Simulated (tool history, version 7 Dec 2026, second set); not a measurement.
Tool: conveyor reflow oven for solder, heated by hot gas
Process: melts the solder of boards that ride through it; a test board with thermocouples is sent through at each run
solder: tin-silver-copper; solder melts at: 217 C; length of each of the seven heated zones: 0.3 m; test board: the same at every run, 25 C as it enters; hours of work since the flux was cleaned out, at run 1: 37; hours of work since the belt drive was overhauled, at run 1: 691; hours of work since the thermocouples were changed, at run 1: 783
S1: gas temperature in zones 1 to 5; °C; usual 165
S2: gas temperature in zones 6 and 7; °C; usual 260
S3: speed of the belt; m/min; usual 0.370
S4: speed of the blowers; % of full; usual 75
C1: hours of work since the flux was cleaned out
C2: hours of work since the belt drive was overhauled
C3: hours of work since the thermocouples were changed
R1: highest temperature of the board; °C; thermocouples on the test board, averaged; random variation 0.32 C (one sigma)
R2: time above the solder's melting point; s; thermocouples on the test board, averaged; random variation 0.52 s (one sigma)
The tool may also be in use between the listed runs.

{"run": 1, "hour": 0.0, "S1": 165, "S2": 260, "S3": 0.37, "S4": 75, "C1": 37, "C2": 691, "C3": 783, "R1": 249.5, "R2": 68.3}
{"run": 2, "hour": 77.4, "S1": 165, "S2": 260, "S3": 0.37, "S4": 75, "C1": 94, "C2": 748, "C3": 840, "R1": 249.4, "R2": 69.4}
{"run": 3, "hour": 156.7, "S1": 165, "S2": 260, "S3": 0.425, "S4": 75, "C1": 153, "C2": 807, "C3": 899, "R1": 245.3, "R2": 54.9}
{"hour": 238.6, "done": "thermocouples of zones 6 and 7 changed"}
{"run": 4, "hour": 238.6, "S1": 165, "S2": 260, "S3": 0.37, "S4": 75, "C1": 212, "C2": 866, "C3": 0, "R1": 247.4, "R2": 66.1}
{"run": 5, "hour": 307.4, "S1": 165, "S2": 272, "S3": 0.37, "S4": 75, "C1": 263, "C2": 917, "C3": 51, "R1": 257.4, "R2": 75.9}
{"run": 6, "hour": 385.1, "S1": 165, "S2": 260, "S3": 0.37, "S4": 66, "C1": 320, "C2": 974, "C3": 108, "R1": 243.6, "R2": 61.6}
{"hour": 457.0, "done": "flux residue cleaned out of gas plates and filters"}
{"run": 7, "hour": 457.0, "S1": 165, "S2": 260, "S3": 0.37, "S4": 75, "C1": 0, "C2": 1023, "C3": 158, "R1": 248.5, "R2": 68.8}
{"run": 8, "hour": 516.9, "S1": 165, "S2": 260, "S3": 0.37, "S4": 75, "C1": 44, "C2": 1068, "C3": 202, "R1": 248.3, "R2": 69.9}
{"run": 9, "hour": 582.9, "S1": 165, "S2": 260, "S3": 0.37, "S4": 75, "C1": 93, "C2": 1117, "C3": 251, "R1": 248.5, "R2": 68.7}
{"run": 10, "hour": 635.8, "S1": 165, "S2": 250, "S3": 0.37, "S4": 75, "C1": 132, "C2": 1156, "C3": 290, "R1": 239.2, "R2": 58.7}
{"run": 11, "hour": 681.2, "S1": 165, "S2": 250, "S3": 0.37, "S4": 75, "C1": 166, "C2": 1189, "C3": 323, "R1": 238.8, "R2": 57.7}
{"run": 12, "hour": 741.7, "S1": 165, "S2": 250, "S3": 0.37, "S4": 75, "C1": 210, "C2": 1234, "C3": 368, "R1": 239.7, "R2": 57.9}
{"run": 13, "hour": 824.4, "S1": 165, "S2": 250, "S3": 0.37, "S4": 75, "C1": 272, "C2": 1295, "C3": 429, "R1": 238.6, "R2": 57.6}
{"run": 14, "hour": 928.8, "S1": 165, "S2": 250, "S3": 0.37, "S4": 75, "C1": 349, "C2": 1372, "C3": 506, "R1": 238.1, "R2": 57.7}
{"hour": 962.2, "done": "flux residue cleaned out of gas plates and filters"}
{"run": 15, "hour": 1026.4, "S1": 165, "S2": 260, "S3": 0.37, "S4": 75, "C1": 47, "C2": 1441, "C3": 575, "R1": 249.3, "R2": 71.1}

Run 16 comes next. What will it give?
{"hour": 1119.5, "done": "belt drive overhauled, speed set with a stopwatch"}
{"run": 16, "hour": 1133.7, "S1": 175, "S2": 272, "S3": 0.37, "S4": 75, "C1": 124, "C2": 11, "C3": 651, "R1": "?", "R2": "?"}

Run 16 gave R1 260.2 °C, R2 81.2 s.
Without the tool's hidden state the same run would have given R1 259.1 °C, R2 80.7 s.
